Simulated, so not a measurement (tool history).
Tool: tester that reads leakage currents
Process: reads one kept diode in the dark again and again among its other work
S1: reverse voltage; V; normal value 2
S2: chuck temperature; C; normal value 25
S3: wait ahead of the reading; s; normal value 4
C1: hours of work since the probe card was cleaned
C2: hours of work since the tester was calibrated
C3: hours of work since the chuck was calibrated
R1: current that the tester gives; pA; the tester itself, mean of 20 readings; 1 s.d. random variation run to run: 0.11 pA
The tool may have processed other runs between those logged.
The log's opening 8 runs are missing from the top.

run 9 hour=194 | S1=2 S2=25 S3=4 | C1=399 C2=234 C3=399 | R1=36.7
run 10 hour=227.1 | S1=1.04 S2=25 S3=4 | C1=418 C2=253 C3=418 | R1=29.42
run 11 hour=246.2 | S1=4.48 S2=25 S3=4 | C1=429 C2=265 C3=429 | R1=49.24
run 12 hour=269.2 | S1=4.48 S2=25 S3=4 | C1=443 C2=278 C3=443 | R1=49.63
run 13 hour=302.6 | S1=4.48 S2=25 S3=4 | C1=462 C2=297 C3=462 | R1=49.66
run 14 hour=336.3 | S1=4.48 S2=25 S3=4 | C1=481 C2=317 C3=481 | R1=49.96
run 15 hour=359.9 | S1=4.48 S2=25 S3=4 | C1=495 C2=330 C3=495 | R1=50.24
-- hour=365.6 probe card cleaned and baked
run 16 hour=392.7 | S1=2 S2=25 S3=0.59 | C1=16 C2=348 C3=512 | R1=38.7
run 17 hour=421.7 | S1=2 S2=25 S3=0.59 | C1=32 C2=364 C3=529 | R1=39.04
run 18 hour=455 | S1=2 S2=25 S3=0.59 | C1=52 C2=384 C3=548 | R1=39.16
run 19 hour=482.7 | S1=2 S2=31 S3=0.59 | C1=68 C2=400 C3=564 | R1=63.71
run 20 hour=503.3 | S1=2 S2=31 S3=0.59 | C1=80 C2=412 C3=576 | R1=63.99
run 21 hour=524.6 | S1=16.95 S2=52 S3=0.59 | C1=92 C2=424 C3=589 | R1=648.1
run 22 hour=547.3 | S1=4.47 S2=25 S3=9.77 | C1=105 C2=437 C3=602 | R1=52.47
-- hour=555.6 probe card cleaned and baked, once more
-- hour=562.7 chuck's temperature calibrated
run 23 hour=566.6 | S1=15.34 S2=59 S3=1.45 | C1=5 C2=445 C3=2 | R1=865.37
run 24 hour=583.9 | S1=15.34 S2=46 S3=1.45 | C1=15 C2=455 C3=12 | R1=344.14
run 25 hour=611.2 | S1=1.3 S2=45 S3=9.98 | C1=31 C2=471 C3=28 | R1=137.21

Predict the results of run 26:
run 26 hour=637.3 | S1=1.3 S2=45 S3=9.98 | C1=46 C2=486 C3=43 | R1=?

R1: 137.91 pA
Minus the tool's unlogged condition, the same run would have read R1 136.28 pA.

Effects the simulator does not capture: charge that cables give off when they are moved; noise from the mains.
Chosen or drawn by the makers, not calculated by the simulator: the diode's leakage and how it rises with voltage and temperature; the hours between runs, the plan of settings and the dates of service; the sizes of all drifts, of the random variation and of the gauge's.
